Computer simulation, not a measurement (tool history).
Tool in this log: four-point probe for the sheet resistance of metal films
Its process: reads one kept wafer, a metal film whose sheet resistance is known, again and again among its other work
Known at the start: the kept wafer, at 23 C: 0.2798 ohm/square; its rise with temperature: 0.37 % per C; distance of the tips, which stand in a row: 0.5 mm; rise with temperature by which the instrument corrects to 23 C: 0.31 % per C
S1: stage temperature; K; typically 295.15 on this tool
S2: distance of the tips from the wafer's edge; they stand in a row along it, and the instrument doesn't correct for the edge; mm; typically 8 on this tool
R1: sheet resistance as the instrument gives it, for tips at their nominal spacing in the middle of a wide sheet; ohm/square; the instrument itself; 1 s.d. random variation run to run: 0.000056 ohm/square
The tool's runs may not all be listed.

run    hour      S1  S2        R1
  1       0  295.15   8  0.280253
  2    17.1  295.15  26  0.279734
  3    43.2  295.15   6  0.280771
  4    67.2  295.15  28  0.279679
  5    84.9  307.15  28  0.281664
  6   109.7  307.15   8  0.282142
  7   141.4  304.15   8  0.281663
  8   172.2  297.15   8  0.280674
  9   196.5  295.15  25  0.279814
 10   228.8  295.15   8  0.280202
 11   244.3  295.15   8  0.280288
 12   274.3  295.15   8  0.280308
 13   294.8  295.15   8  0.280187
 14   322.3  295.15   8  0.280239
 15   342.2  295.15   8  0.280236
 16   358.3  295.15   9  0.280189
 17   388.7  295.15   8  0.280284
 18     403  295.15   8  0.280239
 19   423.7  295.15   8  0.280246
 20   446.5  295.15   8  0.280268
 21   466.4  295.15   8  0.280292
 22   484.4  295.15   8   0.28035
      492.3  -- stage's thermometer calibrated
 23   516.6  304.15   8   0.28167
 24   537.5  305.15  24  0.281342
 25   561.5  301.15   5  0.282139
 26   590.6  301.15   5  0.282169
 27     604  291.15   3  0.283075
 28   627.4  302.15  41  0.280824
 29   659.3  302.15  41   0.28082
 30   679.1  302.15  41  0.280804
 31   701.9  302.15  41    0.2808
 32   729.1  298.15   9  0.280629
 33   742.8  303.15  43  0.280981
 34   762.1  303.15  43  0.281067
 35   780.7  303.15  43  0.280967
 36   812.5  303.15  43  0.280947
 37   830.1  294.15   4  0.281836
 38     857  298.15   6  0.281229
 39   887.2  298.15   6  0.281161
 40   901.7  296.15  22  0.279886
 41   928.5  297.15  37  0.279971
 42   944.4  297.15  37  0.279989
 43   966.1  298.15  27  0.280243
 44   979.9  298.15  27  0.280106
 45  1008.3  291.15  49  0.278998
 46  1034.5  298.15  49  0.280235

Below are 3 alternative next runs, each starting from the tool's condition after run 46. Predict each:
  A  1054.4  299.15  63   ?
  B  1054.4  292.15   8   ?
  C  1054.4  296.15   8   ?

run        R1
  A  0.280384
  B  0.279756
  C  0.280466
With the hidden condition removed and each run's random variation left untouched, the same runs would have given:
run        R1
  A  0.280345
  B  0.279717
  C  0.280427

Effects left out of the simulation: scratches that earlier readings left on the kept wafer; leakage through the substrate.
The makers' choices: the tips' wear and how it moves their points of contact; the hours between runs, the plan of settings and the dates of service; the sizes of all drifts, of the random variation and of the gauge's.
